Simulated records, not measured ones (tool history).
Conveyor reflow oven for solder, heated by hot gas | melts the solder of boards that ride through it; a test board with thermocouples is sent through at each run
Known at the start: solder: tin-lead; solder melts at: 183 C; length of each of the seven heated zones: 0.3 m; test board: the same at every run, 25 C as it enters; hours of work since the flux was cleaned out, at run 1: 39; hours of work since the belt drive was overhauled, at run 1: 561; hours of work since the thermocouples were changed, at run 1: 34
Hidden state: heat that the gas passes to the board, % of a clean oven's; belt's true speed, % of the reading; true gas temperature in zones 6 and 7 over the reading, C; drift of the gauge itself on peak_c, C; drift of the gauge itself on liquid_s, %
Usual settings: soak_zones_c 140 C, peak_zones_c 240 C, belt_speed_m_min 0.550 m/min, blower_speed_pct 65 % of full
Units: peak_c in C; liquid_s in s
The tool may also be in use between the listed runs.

run	day	soak_zones_c	peak_zones_c	belt_speed_m_min	blower_speed_pct	hours of work since the flux was cleaned out	hours of work since the belt drive was overhauled	hours of work since the thermocouples were changed	peak_c	liquid_s
1	0.000	140	240	0.550	65	39	561	34	223.6	53.55
2	1.233	140	240	0.550	65	56	578	51	223.8	53.61
3	2.812	140	240	0.550	65	77	599	72	223.7	53.65
4	4.275	140	240	0.550	65	97	619	92	223.4	53.67
5	6.025	140	240	0.550	65	121	643	116	223.8	53.56
6	7.388	140	240	0.550	65	140	662	135	223.6	53.62
7	8.858	140	240	0.550	65	160	682	155	223.7	53.61
8	9.725	140	240	0.550	65	172	694	167	223.4	53.60
9	11.146	140	240	0.550	65	191	713	186	223.6	53.64
10	12.608	140	240	0.550	65	211	733	206	223.6	53.73
# day 13.271: flux residue cleaned out of gas plates and filters
11	13.758	138	240	0.550	65	7	746	219	223.1	52.91
12	14.488	140	240	0.545	65	17	756	229	224.3	54.49
13	15.658	140	240	0.545	65	33	772	245	223.9	54.33
14	16.388	140	240	0.545	65	43	782	255	223.9	54.35
15	17.696	140	240	0.545	65	61	800	273	223.8	54.30
# day 19.379: belt drive overhauled, speed set with a stopwatch
16	19.558	140	254	0.545	66	84	2	296	236.7	60.79
17	20.417	133	254	0.545	72	95	14	308	237.4	59.11
18	22.133	133	254	0.545	72	119	38	331	237.5	59.07
19	23.704	133	254	0.545	72	140	59	353	237.4	58.96
20	24.608	142	247	0.545	83	153	71	365	234.8	60.32
21	26.171	140	240	0.627	65	174	93	387	219.0	44.20
22	26.921	153	240	0.550	67	184	103	397	226.4	59.43
23	28.671	153	240	0.550	67	208	127	421	226.0	59.48
# day 29.462: flux residue cleaned out of gas plates and filters
24	30.600	153	240	0.550	52	16	151	444	221.8	56.87
25	31.692	133	243	0.502	68	30	165	459	229.0	60.02
26	32.496	133	243	0.502	68	41	177	470	228.9	59.99
27	33.642	147	234	0.610	89	57	192	486	221.5	49.63
28	34.379	140	240	0.550	78	67	202	496	227.1	55.64
29	35.946	150	236	0.550	65	89	224	518	221.7	55.88
30	37.550	150	236	0.550	65	111	246	539	221.8	56.10

4 ways to go on from here, each from the tool as it stands after run 30. What would each give?
A	38.404	140	253	0.515	76	122	257	551	?	?
B	38.404	154	236	0.550	65	122	257	551	?	?
C	38.404	140	231	0.485	64	122	257	551	?	?
D	38.404	132	236	0.567	53	122	257	551	?	?

run	peak_c	liquid_s
A	240.2	65.66
B	222.3	57.94
C	219.0	58.45
D	213.4	42.21
Without the tool's hidden state the same runs would have given:
run	peak_c	liquid_s
A	240.2	65.66
B	222.4	57.95
C	219.1	58.46
D	213.5	42.23
